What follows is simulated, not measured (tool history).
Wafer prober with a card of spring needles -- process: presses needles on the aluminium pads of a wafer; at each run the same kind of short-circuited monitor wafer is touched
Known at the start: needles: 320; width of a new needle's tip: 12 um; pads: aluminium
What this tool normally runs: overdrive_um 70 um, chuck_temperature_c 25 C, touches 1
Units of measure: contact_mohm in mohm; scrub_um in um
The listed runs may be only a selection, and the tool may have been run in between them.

| run | hour | overdrive_um | chuck_temperature_c | touches | contact_mohm | scrub_um |
|---|---|---|---|---|---|---|
| 1 | 0.0 | 70 | 25 | 1 | 181 | 18.04 |
| 2 | 8.5 | 66 | 25 | 1 | 180 | 17.00 |
|  | 10.2 | tips cleaned on abrasive film |
| 3 | 18.3 | 66 | 25 | 1 | 178 | 17.03 |
| 4 | 28.7 | 70 | 25 | 3 | 178 | 18.09 |
| 5 | 36.7 | 70 | 25 | 3 | 181 | 18.12 |
|  | 41.5 | tips cleaned on abrasive film |
| 6 | 53.4 | 70 | 25 | 1 | 178 | 18.15 |
| 7 | 66.6 | 70 | 25 | 1 | 178 | 18.17 |
|  | 72.5 | tips cleaned on abrasive film |
| 8 | 83.4 | 71 | 25 | 1 | 177 | 18.46 |
| 9 | 90.8 | 71 | 25 | 1 | 177 | 18.53 |
| 10 | 99.6 | 71 | 25 | 1 | 180 | 18.50 |
|  | 103.5 | tips cleaned on abrasive film |
| 11 | 111.9 | 80 | 25 | 1 | 178 | 20.91 |
| 12 | 120.7 | 70 | 25 | 1 | 178 | 18.30 |
| 13 | 132.4 | 70 | 25 | 1 | 179 | 18.31 |
|  | 135.1 | tips cleaned on abrasive film |
| 14 | 145.6 | 70 | 25 | 1 | 176 | 18.35 |
| 15 | 158.5 | 70 | 25 | 1 | 180 | 18.39 |
|  | 166.2 | tips cleaned on abrasive film |
| 16 | 169.6 | 70 | 25 | 1 | 178 | 18.40 |
| 17 | 181.3 | 70 | 25 | 1 | 179 | 18.45 |
|  | 197.7 | tips cleaned on abrasive film |
| 18 | 197.7 | 70 | 25 | 2 | 177 | 18.47 |
|  | 200.1 | gauge calibrated |
| 19 | 207.9 | 75 | 89 | 2 | 189 | 19.32 |
| 20 | 215.1 | 75 | 89 | 2 | 190 | 19.34 |
| 21 | 226.2 | 88 | 75 | 2 | 188 | 22.74 |
|  | 229.4 | tips cleaned on abrasive film |
| 22 | 237.6 | 84 | 96 | 2 | 192 | 21.73 |
|  | 244.7 | height of the first contact set anew |
| 23 | 251.3 | 84 | 96 | 2 | 191 | 21.74 |
| 24 | 259.8 | 69 | 69 | 3 | 188 | 17.89 |
|  | 261.7 | tips cleaned on abrasive film |
| 25 | 267.9 | 63 | 97 | 1 | 198 | 16.35 |
| 26 | 279.3 | 63 | 109 | 1 | 200 | 16.39 |
| 27 | 289.3 | 70 | 40 | 2 | 181 | 18.25 |
|  | 293.3 | tips cleaned on abrasive film |
| 28 | 301.3 | 70 | 40 | 2 | 184 | 18.29 |
| 29 | 317.7 | 70 | 40 | 2 | 181 | 18.27 |
|  | 325.3 | tips cleaned on abrasive film |
| 30 | 329.4 | 70 | 45 | 3 | 184 | 18.29 |
| 31 | 336.5 | 70 | 45 | 3 | 181 | 18.33 |
| 32 | 343.7 | 70 | 45 | 3 | 181 | 18.36 |
| 33 | 353.4 | 70 | 65 | 2 | 186 | 18.37 |
|  | 356.5 | tips cleaned on abrasive film |
| 34 | 364.5 | 63 | 25 | 1 | 180 | 16.54 |

Hidden state or all else? Some run-to-run changes of scrub_um, split into what the settings, what came in and random variation would give without the hidden state, and what is left for the hidden state (with any gauge scatter that isn't in both results):
Hidden state at play: debris on the tips, nm; way that the needles fall short of the set height, um; tips' diameter, um; drift of the gauge itself on contact_mohm, %; drift of the gauge itself on scrub_um, %.
Run 10 -> 11: overdrive_um 71 -> 80, tips cleaned on abrasive film. scrub_um +2.41 um: hidden state +0.07, all else +2.34.
Run 11 -> 12: overdrive_um 80 -> 70. scrub_um -2.61 um: hidden state -0.02, all else -2.59.
Run 18 -> 19: overdrive_um 70 -> 75, chuck_temperature_c 25 -> 89, gauge calibrated. scrub_um +0.85 um: hidden state -0.43, all else +1.28.
Run 20 -> 21: overdrive_um 75 -> 88, chuck_temperature_c 89 -> 75. scrub_um +3.40 um: hidden state +0.05, all else +3.35.
Run 23 -> 24: overdrive_um 84 -> 69, chuck_temperature_c 96 -> 69, touches 2 -> 3. scrub_um -3.85 um: hidden state +0.00, all else -3.85.

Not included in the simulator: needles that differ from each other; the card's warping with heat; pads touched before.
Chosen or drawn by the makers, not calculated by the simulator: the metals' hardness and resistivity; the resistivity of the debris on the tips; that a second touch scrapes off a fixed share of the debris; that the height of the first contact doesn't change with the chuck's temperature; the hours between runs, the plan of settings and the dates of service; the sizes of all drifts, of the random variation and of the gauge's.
